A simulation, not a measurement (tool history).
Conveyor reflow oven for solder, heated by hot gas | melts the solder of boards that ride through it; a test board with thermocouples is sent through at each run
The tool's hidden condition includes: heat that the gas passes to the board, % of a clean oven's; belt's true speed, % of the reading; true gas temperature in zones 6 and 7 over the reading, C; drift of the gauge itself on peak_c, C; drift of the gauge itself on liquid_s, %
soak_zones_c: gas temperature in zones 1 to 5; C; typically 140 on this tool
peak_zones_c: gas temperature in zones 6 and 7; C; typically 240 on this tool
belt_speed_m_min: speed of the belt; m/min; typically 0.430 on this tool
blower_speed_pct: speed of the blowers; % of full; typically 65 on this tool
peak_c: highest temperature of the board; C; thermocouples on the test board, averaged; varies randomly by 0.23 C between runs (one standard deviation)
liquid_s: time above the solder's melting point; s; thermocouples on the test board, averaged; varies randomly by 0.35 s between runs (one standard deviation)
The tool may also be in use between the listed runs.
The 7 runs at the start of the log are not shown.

run	day	soak_zones_c	peak_zones_c	belt_speed_m_min	blower_speed_pct	hours of work since the flux was cleaned out	hours of work since the belt drive was overhauled	hours of work since the thermocouples were changed	peak_c	liquid_s
8	4.621	140	240	0.413	65	33	314	443	219.4	68.1
9	5.017	152	240	0.430	65	39	320	449	220.8	71.8
10	5.488	152	240	0.430	65	46	328	456	220.6	69.9
11	6.350	140	240	0.430	74	59	341	469	220.5	66.0
12	7.142	140	240	0.430	74	71	353	481	220.3	65.3
13	8.000	140	240	0.430	65	84	366	494	217.5	62.8
14	8.754	140	240	0.430	65	96	377	506	217.4	63.1
15	9.429	140	240	0.430	65	106	388	516	217.5	63.1
16	10.229	140	240	0.430	65	118	400	528	217.3	62.9

Run 17 is up next; what results do you expect?
17	11.021	140	238	0.485	65	130	412	540	?	?

Run 17 yielded peak_c 211.1 C, liquid_s 49.1 s.
With the hidden condition absent and the run-to-run variation left alone, this run would have shown peak_c 210.7 C, liquid_s 48.3 s.

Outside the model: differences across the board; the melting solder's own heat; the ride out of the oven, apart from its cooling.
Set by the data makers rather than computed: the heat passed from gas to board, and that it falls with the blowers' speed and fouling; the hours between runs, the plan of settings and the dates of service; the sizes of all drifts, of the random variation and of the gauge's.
